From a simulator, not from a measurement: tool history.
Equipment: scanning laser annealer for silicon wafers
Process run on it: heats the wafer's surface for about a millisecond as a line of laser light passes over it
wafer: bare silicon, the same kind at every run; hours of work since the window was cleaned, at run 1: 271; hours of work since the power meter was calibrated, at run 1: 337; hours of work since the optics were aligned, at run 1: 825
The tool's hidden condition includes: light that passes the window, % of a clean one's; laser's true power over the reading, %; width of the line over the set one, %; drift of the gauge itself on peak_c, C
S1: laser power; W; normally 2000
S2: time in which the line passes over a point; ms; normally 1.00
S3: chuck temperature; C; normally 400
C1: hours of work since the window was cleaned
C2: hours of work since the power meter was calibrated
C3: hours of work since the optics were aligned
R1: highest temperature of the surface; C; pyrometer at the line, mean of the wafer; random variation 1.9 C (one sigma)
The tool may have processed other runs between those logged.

run,hour,S1,S2,S3,C1,C2,C3,R1
1,0.0,2000,1.00,400,271,337,825,1147
2,17.0,2000,0.76,400,282,348,836,1061
3,32.6,2000,0.80,400,291,358,845,1081
4,51.5,2000,0.80,400,303,370,857,1077
5,67.1,2000,1.00,377,313,380,867,1123
6,80.1,1727,1.00,400,321,388,875,1032
7,99.2,2000,1.00,439,334,400,888,1184
8,114.0,2000,1.00,439,343,409,897,1180
9,125.7,2000,1.00,439,350,417,904,1179
10,138.5,2000,1.00,439,358,425,912,1175
11,155.9,2000,0.75,400,369,436,923,1055
12,167.9,2000,1.00,400,377,444,931,1138
13,186.8,2000,1.00,400,389,455,943,1137
14,196.7,2000,1.00,400,395,462,949,1140
15,220.5,2000,1.00,400,410,477,964,1138
16,242.1,1828,1.00,400,424,491,978,1067

Run 17 is up next; what results do you expect?
17,258.9,1765,1.00,400,435,501,989,?

For run 17 the tool returned R1 1038 C.
Minus the tool's unlogged condition, the same run would have read R1 1071 C.

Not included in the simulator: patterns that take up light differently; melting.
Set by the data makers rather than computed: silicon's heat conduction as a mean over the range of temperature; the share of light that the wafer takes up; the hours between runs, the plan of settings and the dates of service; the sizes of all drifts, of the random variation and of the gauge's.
